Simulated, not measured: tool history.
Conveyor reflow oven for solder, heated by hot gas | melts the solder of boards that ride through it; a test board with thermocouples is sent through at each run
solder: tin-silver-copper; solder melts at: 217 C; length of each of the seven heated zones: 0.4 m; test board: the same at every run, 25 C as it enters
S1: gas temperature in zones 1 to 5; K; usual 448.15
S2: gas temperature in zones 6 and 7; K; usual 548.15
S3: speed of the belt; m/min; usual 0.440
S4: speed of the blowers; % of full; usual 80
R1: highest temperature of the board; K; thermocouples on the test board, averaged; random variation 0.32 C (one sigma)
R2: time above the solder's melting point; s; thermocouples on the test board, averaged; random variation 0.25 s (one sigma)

run,hour,S1,S2,S3,S4,R1,R2
1,0.0,448.15,548.15,0.440,80,539.15,95.6
# hour 33.3: flux residue cleaned out of gas plates and filters
2,33.4,448.15,548.15,0.440,80,541.05,97.4
3,72.9,448.15,542.15,0.440,80,535.45,93.5
4,106.3,458.15,548.15,0.440,80,541.85,102.2
5,168.3,448.15,548.15,0.440,80,540.65,97.4
6,217.3,448.15,548.15,0.440,80,541.05,97.1
7,243.4,448.15,548.15,0.440,80,540.75,97.4
8,269.5,448.15,548.15,0.440,80,541.55,96.9
9,314.2,448.15,548.15,0.440,80,540.55,97.1
10,349.4,448.15,548.15,0.440,70,538.85,95.8
11,401.9,448.15,548.15,0.440,70,539.05,96.1
12,428.0,448.15,563.15,0.440,80,554.85,104.7
13,460.5,448.15,548.15,0.440,80,540.45,97.0
14,523.9,448.15,548.15,0.461,80,538.45,91.7
# hour 567.7: flux residue cleaned out of gas plates and filters
15,571.2,448.15,548.15,0.461,80,541.45,93.9
# hour 613.9: thermocouples of zones 6 and 7 changed
16,618.9,448.15,548.15,0.461,80,538.95,92.4
17,670.8,447.15,548.15,0.367,80,542.55,119.4
18,709.1,440.15,548.15,0.440,84,539.25,94.1
19,753.9,449.15,562.15,0.440,87,554.25,106.1
20,798.3,448.15,548.15,0.514,80,535.55,80.0
21,841.2,448.15,548.15,0.514,80,535.25,80.4
22,891.2,448.15,548.15,0.514,80,535.45,80.4
23,946.7,448.15,548.15,0.514,80,535.45,79.9
24,1003.6,448.15,537.15,0.440,60,526.15,85.8
25,1067.7,455.15,548.15,0.440,71,539.25,99.7
# hour 1087.3: belt drive overhauled, speed set with a stopwatch
# hour 1108.1: flux residue cleaned out of gas plates and filters
26,1119.4,450.15,561.15,0.440,71,552.35,103.7
27,1168.2,450.15,561.15,0.440,71,552.05,103.9
28,1199.1,453.15,559.15,0.471,60,546.75,95.7
29,1238.7,453.15,559.15,0.471,60,546.35,95.8

The same runs without the tool's hidden state, with the same run-to-run variation:
The hidden state here: heat that the gas passes to the board, % of a clean oven's; belt's true speed, % of the reading; true gas temperature in zones 6 and 7 over the reading, C; drift of the gauge itself on peak_c, C; drift of the gauge itself on liquid_s, %.
run,R1,R2
1,540.15,96.6
2,540.05,96.8
3,534.55,92.8
4,540.95,101.5
5,539.95,96.8
6,540.35,96.5
7,540.15,96.8
8,541.05,96.4
9,540.15,96.6
10,538.45,95.2
11,538.75,95.6
12,554.75,103.7
13,540.35,96.6
14,538.75,91.5
15,539.25,91.7
16,539.15,91.7
17,542.75,118.3
18,539.55,93.4
19,554.65,105.0
20,536.15,79.6
21,536.05,80.1
22,536.35,80.1
23,536.55,79.8
24,526.65,85.6
25,540.05,98.7
26,551.55,103.1
27,551.35,103.3
28,546.15,95.1
29,545.75,95.1
